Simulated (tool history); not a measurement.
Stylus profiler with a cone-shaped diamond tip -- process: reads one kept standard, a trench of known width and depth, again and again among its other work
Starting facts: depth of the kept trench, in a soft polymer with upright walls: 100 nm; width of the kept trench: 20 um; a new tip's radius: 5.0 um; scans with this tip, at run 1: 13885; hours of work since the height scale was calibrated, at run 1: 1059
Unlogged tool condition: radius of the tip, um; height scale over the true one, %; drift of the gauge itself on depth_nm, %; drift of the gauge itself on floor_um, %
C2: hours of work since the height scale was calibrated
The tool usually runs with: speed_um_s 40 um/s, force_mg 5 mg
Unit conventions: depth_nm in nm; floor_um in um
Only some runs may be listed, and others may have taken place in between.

run 1 day=0 | speed_um_s=40 force_mg=5 | scans_with_this_tip=13885 C2=1059 | depth_nm=102.01 floor_um=17
run 2 day=3.071 | speed_um_s=40 force_mg=5 | scans_with_this_tip=14347 C2=1094 | depth_nm=101.98 floor_um=17
run 3 day=5.912 | speed_um_s=40 force_mg=5 | scans_with_this_tip=14776 C2=1127 | depth_nm=102.05 floor_um=16.98
run 4 day=8.529 | speed_um_s=17 force_mg=5 | scans_with_this_tip=15170 C2=1157 | depth_nm=102.09 floor_um=17.09
run 5 day=10 | speed_um_s=40 force_mg=6.73 | scans_with_this_tip=15392 C2=1174 | depth_nm=102.44 floor_um=16.96
run 6 day=11.242 | speed_um_s=115 force_mg=5 | scans_with_this_tip=15578 C2=1188 | depth_nm=102.13 floor_um=16.65
run 7 day=14.254 | speed_um_s=115 force_mg=5 | scans_with_this_tip=16032 C2=1223 | depth_nm=102.08 floor_um=16.57
run 8 day=16.283 | speed_um_s=40 force_mg=10.84 | scans_with_this_tip=16338 C2=1246 | depth_nm=103.14 floor_um=16.98
run 9 day=17.892 | speed_um_s=40 force_mg=10.84 | scans_with_this_tip=16580 C2=1264 | depth_nm=103.15 floor_um=16.98
run 10 day=20.142 | speed_um_s=40 force_mg=2.41 | scans_with_this_tip=16919 C2=1290 | depth_nm=101.56 floor_um=16.73
run 11 day=23.138 | speed_um_s=70 force_mg=5 | scans_with_this_tip=17370 C2=1325 | depth_nm=102.14 floor_um=16.7
run 12 day=24.421 | speed_um_s=70 force_mg=5 | scans_with_this_tip=17564 C2=1339 | depth_nm=102.13 floor_um=16.69
run 13 day=25.879 | speed_um_s=70 force_mg=3.47 | scans_with_this_tip=17784 C2=1356 | depth_nm=101.82 floor_um=16.73
run 14 day=27.729 | speed_um_s=29 force_mg=5 | scans_with_this_tip=18062 C2=1377 | depth_nm=102.19 floor_um=16.94
-- day=28.017 height scale calibrated on a step standard
run 15 day=30.162 | speed_um_s=23 force_mg=5 | scans_with_this_tip=18426 C2=25 | depth_nm=102.33 floor_um=16.9
run 16 day=31.654 | speed_um_s=23 force_mg=5 | scans_with_this_tip=18650 C2=42 | depth_nm=102.33 floor_um=16.89
run 17 day=33.542 | speed_um_s=23 force_mg=5.1 | scans_with_this_tip=18935 C2=63 | depth_nm=102.29 floor_um=16.88
run 18 day=35.329 | speed_um_s=84 force_mg=5.1 | scans_with_this_tip=19204 C2=84 | depth_nm=102.37 floor_um=16.61
run 19 day=36.717 | speed_um_s=18 force_mg=5 | scans_with_this_tip=19413 C2=100 | depth_nm=102.36 floor_um=16.88
run 20 day=39.079 | speed_um_s=18 force_mg=5 | scans_with_this_tip=19769 C2=127 | depth_nm=102.42 floor_um=16.88
run 21 day=41.279 | speed_um_s=20 force_mg=1.78 | scans_with_this_tip=20101 C2=152 | depth_nm=101.65 floor_um=16.78
run 22 day=43.988 | speed_um_s=40 force_mg=11.4 | scans_with_this_tip=20508 C2=183 | depth_nm=103.58 floor_um=16.8
run 23 day=45.433 | speed_um_s=130 force_mg=4.06 | scans_with_this_tip=20727 C2=200 | depth_nm=102.21 floor_um=16.2
-- day=45.658 height scale calibrated on a step standard, once more
run 24 day=48.35 | speed_um_s=20 force_mg=4.06 | scans_with_this_tip=21163 C2=31 | depth_nm=101.3 floor_um=16.79
run 25 day=51.088 | speed_um_s=149 force_mg=13.15 | scans_with_this_tip=21575 C2=62 | depth_nm=102.89 floor_um=16.49
run 26 day=52.617 | speed_um_s=104 force_mg=1.7 | scans_with_this_tip=21806 C2=80 | depth_nm=100.77 floor_um=16.12
-- day=53.754 new tip fitted, height scale calibrated
run 27 day=54.767 | speed_um_s=104 force_mg=1.7 | scans_with_this_tip=153 C2=12 | depth_nm=100.67 floor_um=17.22
run 28 day=56.275 | speed_um_s=104 force_mg=1.7 | scans_with_this_tip=380 C2=29 | depth_nm=100.72 floor_um=17.14
run 29 day=59.325 | speed_um_s=80 force_mg=10.94 | scans_with_this_tip=840 C2=64 | depth_nm=102.56 floor_um=17.67
run 30 day=60.812 | speed_um_s=18 force_mg=11.32 | scans_with_this_tip=1064 C2=81 | depth_nm=102.68 floor_um=17.86
run 31 day=63.162 | speed_um_s=18 force_mg=11.32 | scans_with_this_tip=1418 C2=108 | depth_nm=102.7 floor_um=17.83
run 32 day=64.546 | speed_um_s=18 force_mg=11.32 | scans_with_this_tip=1627 C2=124 | depth_nm=102.61 floor_um=17.83
run 33 day=66.892 | speed_um_s=18 force_mg=11.32 | scans_with_this_tip=1980 C2=151 | depth_nm=102.64 floor_um=17.79
run 34 day=68.746 | speed_um_s=131 force_mg=2.06 | scans_with_this_tip=2259 C2=172 | depth_nm=100.91 floor_um=16.93
run 35 day=71.088 | speed_um_s=131 force_mg=2.06 | scans_with_this_tip=2612 C2=199 | depth_nm=100.89 floor_um=16.93
run 36 day=73.162 | speed_um_s=131 force_mg=2.06 | scans_with_this_tip=2925 C2=223 | depth_nm=100.93 floor_um=16.82
run 37 day=75.579 | speed_um_s=32 force_mg=2.91 | scans_with_this_tip=3289 C2=251 | depth_nm=101.16 floor_um=17.61
run 38 day=76.904 | speed_um_s=32 force_mg=2.91 | scans_with_this_tip=3488 C2=266 | depth_nm=101.2 floor_um=17.58
run 39 day=79.392 | speed_um_s=40 force_mg=4.32 | scans_with_this_tip=3863 C2=295 | depth_nm=101.49 floor_um=17.56
run 40 day=81.271 | speed_um_s=40 force_mg=10.73 | scans_with_this_tip=4146 C2=316 | depth_nm=102.71 floor_um=17.65

Branching from run 40: 4 alternative next runs. What would each branch give?
run A day=83.754 | speed_um_s=34 force_mg=8.64 | scans_with_this_tip=4521 C2=345 | depth_nm=? floor_um=?
run B day=83.754 | speed_um_s=90 force_mg=9.75 | scans_with_this_tip=4521 C2=345 | depth_nm=? floor_um=?
run C day=83.754 | speed_um_s=40 force_mg=5.29 | scans_with_this_tip=4521 C2=345 | depth_nm=? floor_um=?
run D day=83.754 | speed_um_s=123 force_mg=5.13 | scans_with_this_tip=4521 C2=345 | depth_nm=? floor_um=?

run=A depth_nm=102.32 floor_um=17.56
run=B depth_nm=102.49 floor_um=17.43
run=C depth_nm=101.71 floor_um=17.51
run=D depth_nm=101.73 floor_um=17.14
Take away the tool's hidden state, keep each run's random variation, and the runs would have read:
run=A depth_nm=102.18 floor_um=17.87
run=B depth_nm=102.35 floor_um=17.74
run=C depth_nm=101.56 floor_um=17.82
run=D depth_nm=101.59 floor_um=17.45
